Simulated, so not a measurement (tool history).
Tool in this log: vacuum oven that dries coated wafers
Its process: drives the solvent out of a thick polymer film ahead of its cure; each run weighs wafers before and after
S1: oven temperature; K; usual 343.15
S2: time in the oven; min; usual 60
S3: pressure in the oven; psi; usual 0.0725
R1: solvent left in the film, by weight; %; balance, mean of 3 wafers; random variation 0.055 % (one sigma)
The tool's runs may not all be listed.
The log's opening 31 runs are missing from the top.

| run | hour | S1 | S2 | S3 | R1 |
|---|---|---|---|---|---|
| 32 | 951.4 | 338.15 | 60 | 0.1703 | 4.60 |
| 33 | 984.5 | 329.15 | 43 | 0.1703 | 9.90 |
| 34 | 1010.5 | 332.15 | 69 | 0.0780 | 6.17 |
| 35 | 1050.9 | 332.15 | 69 | 0.0780 | 6.21 |
| 36 | 1083.2 | 329.15 | 78 | 0.0657 | 6.93 |
| 37 | 1103.0 | 329.15 | 78 | 0.0657 | 6.86 |
| 38 | 1131.3 | 329.15 | 78 | 0.0657 | 6.77 |
| 39 | 1168.4 | 340.15 | 60 | 0.0412 | 3.27 |
| 40 | 1189.7 | 340.15 | 60 | 0.0412 | 3.33 |
| 41 | 1213.5 | 343.15 | 44 | 0.0725 | 3.68 |
| 42 | 1239.0 | 343.15 | 91 | 0.0725 | 0.99 |
| 43 | 1271.0 | 333.15 | 48 | 0.0725 | 7.62 |
| 44 | 1303.1 | 330.15 | 59 | 0.0632 | 7.90 |
| 45 | 1332.2 | 342.15 | 66 | 0.1163 | 2.52 |
| 46 | 1371.7 | 342.15 | 56 | 0.2187 | 3.36 |

Here are 4 independent what-if runs from the current tool condition. What would each one return?
| A | 1394.6 | 337.15 | 60 | 0.1507 | ? |
| B | 1394.6 | 337.15 | 40 | 0.0555 | ? |
| C | 1394.6 | 337.15 | 51 | 0.2187 | ? |
| D | 1394.6 | 347.15 | 60 | 0.1656 | ? |

| run | R1 |
|---|---|
| A | 4.84 |
| B | 6.74 |
| C | 5.96 |
| D | 1.38 |
What these runs would have given with no unlogged condition in the tool:
| run | R1 |
|---|---|
| A | 4.86 |
| B | 6.76 |
| C | 5.98 |
| D | 1.39 |

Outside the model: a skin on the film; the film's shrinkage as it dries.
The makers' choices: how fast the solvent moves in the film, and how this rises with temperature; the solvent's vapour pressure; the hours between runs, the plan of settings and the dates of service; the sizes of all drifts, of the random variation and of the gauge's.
